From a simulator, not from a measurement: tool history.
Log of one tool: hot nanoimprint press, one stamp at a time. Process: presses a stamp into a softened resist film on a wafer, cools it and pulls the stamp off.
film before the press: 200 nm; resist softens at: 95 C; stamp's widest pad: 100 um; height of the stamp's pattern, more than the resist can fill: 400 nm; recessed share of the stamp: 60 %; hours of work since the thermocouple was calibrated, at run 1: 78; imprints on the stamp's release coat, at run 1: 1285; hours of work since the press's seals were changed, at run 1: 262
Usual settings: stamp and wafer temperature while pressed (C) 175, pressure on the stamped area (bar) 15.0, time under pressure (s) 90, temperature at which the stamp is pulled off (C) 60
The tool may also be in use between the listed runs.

| run | hour | stamp and wafer temperature while pressed (C) | pressure on the stamped area (bar) | time under pressure (s) | temperature at which the stamp is pulled off (C) | hours of work since the thermocouple was calibrated | imprints on the stamp's release coat | hours of work since the press's seals were changed | resist left under the stamp's widest pad (nm) | greatest force while the stamp is pulled off (N) |
|---|---|---|---|---|---|---|---|---|---|---|
| 1 | 0.0 | 175 | 15.0 | 90 | 60 | 78 | 1285 | 262 | 97.3 | 199 |
| 2 | 42.4 | 175 | 11.3 | 90 | 60 | 96 | 1407 | 279 | 113.4 | 208 |
| 3 | 84.0 | 175 | 11.3 | 90 | 60 | 113 | 1527 | 297 | 114.1 | 209 |
| 4 | 111.5 | 175 | 11.3 | 90 | 60 | 125 | 1606 | 308 | 113.8 | 207 |
| 5 | 164.9 | 175 | 15.0 | 90 | 60 | 147 | 1760 | 331 | 99.6 | 202 |
| 6 | 187.8 | 165 | 15.0 | 90 | 60 | 157 | 1825 | 340 | 136.1 | 213 |
| 7 | 236.1 | 165 | 15.0 | 90 | 60 | 177 | 1964 | 361 | 136.4 | 221 |
|  | 249.9 | stamp cleaned and given a new release coat |
| 8 | 279.0 | 165 | 15.0 | 90 | 52 | 192 | 83 | 376 | 135.3 | 204 |
| 9 | 308.4 | 165 | 15.0 | 90 | 52 | 205 | 168 | 388 | 135.5 | 201 |
| 10 | 358.2 | 165 | 15.0 | 90 | 52 | 226 | 311 | 409 | 137.9 | 215 |
| 11 | 410.6 | 165 | 15.0 | 90 | 52 | 248 | 462 | 431 | 137.3 | 218 |
| 12 | 460.5 | 175 | 15.0 | 90 | 48 | 268 | 605 | 452 | 101.2 | 235 |
| 13 | 509.0 | 175 | 15.0 | 90 | 48 | 289 | 745 | 472 | 100.7 | 239 |
|  | 515.7 | plate thermocouple calibrated |
| 14 | 537.8 | 175 | 15.0 | 90 | 60 | 9 | 819 | 483 | 102.2 | 187 |
| 15 | 588.1 | 175 | 15.0 | 90 | 60 | 30 | 963 | 504 | 102.7 | 197 |
| 16 | 614.0 | 175 | 15.0 | 90 | 60 | 41 | 1038 | 515 | 103.1 | 202 |
|  | 632.9 | plate thermocouple calibrated, once more |
| 17 | 645.1 | 187 | 15.0 | 90 | 51 | 5 | 1119 | 527 | 66.6 | 223 |
| 18 | 691.5 | 163 | 15.0 | 175 | 60 | 25 | 1252 | 546 | 116.9 | 197 |
| 19 | 736.2 | 163 | 15.0 | 175 | 60 | 43 | 1381 | 565 | 118.7 | 199 |
| 20 | 762.3 | 163 | 15.0 | 75 | 64 | 54 | 1456 | 576 | 147.0 | 177 |
| 21 | 809.3 | 172 | 23.2 | 75 | 64 | 74 | 1591 | 595 | 89.8 | 184 |
| 22 | 837.8 | 172 | 9.9 | 75 | 66 | 86 | 1673 | 607 | 136.0 | 174 |
| 23 | 891.8 | 179 | 15.0 | 90 | 60 | 108 | 1828 | 630 | 85.1 | 210 |
| 24 | 930.0 | 179 | 15.0 | 90 | 60 | 124 | 1938 | 646 | 85.8 | 213 |
|  | 957.4 | stamp cleaned and given a new release coat |
| 25 | 963.7 | 185 | 15.0 | 103 | 60 | 136 | 18 | 657 | 66.9 | 171 |
| 26 | 1007.4 | 182 | 15.0 | 127 | 65 | 154 | 144 | 676 | 69.9 | 151 |
| 27 | 1040.3 | 174 | 15.0 | 90 | 60 | 168 | 239 | 690 | 102.3 | 181 |
| 28 | 1084.2 | 174 | 12.5 | 75 | 49 | 186 | 365 | 708 | 118.2 | 225 |
| 29 | 1138.8 | 175 | 15.0 | 77 | 60 | 209 | 522 | 731 | 104.0 | 180 |

The same runs without the tool's hidden state, with the same run-to-run variation:
The hidden state here: true temperature over the reading, C; pressure that arrives at the usual setting, %; grip of the stamp's worn release coat, % over a new coat's; drift of the gauge itself on residual_nm, %; drift of the gauge itself on pull_off_n, %.
| run | resist left under the stamp's widest pad (nm) | greatest force while the stamp is pulled off (N) |
|---|---|---|
| 1 | 94.9 | 167 |
| 2 | 110.6 | 172 |
| 3 | 111.0 | 170 |
| 4 | 110.6 | 167 |
| 5 | 96.1 | 160 |
| 6 | 131.7 | 167 |
| 7 | 131.6 | 171 |
| 8 | 130.3 | 197 |
| 9 | 130.3 | 192 |
| 10 | 132.3 | 202 |
| 11 | 131.2 | 200 |
| 12 | 95.8 | 212 |
| 13 | 94.9 | 212 |
| 14 | 95.1 | 162 |
| 15 | 95.2 | 167 |
| 16 | 95.4 | 169 |
| 17 | 66.0 | 195 |
| 18 | 115.7 | 169 |
| 19 | 117.2 | 168 |
| 20 | 145.4 | 148 |
| 21 | 87.7 | 150 |
| 22 | 134.2 | 140 |
| 23 | 83.0 | 167 |
| 24 | 83.5 | 167 |
| 25 | 65.0 | 169 |
| 26 | 67.7 | 146 |
| 27 | 98.9 | 173 |
| 28 | 114.6 | 212 |
| 29 | 100.0 | 166 |
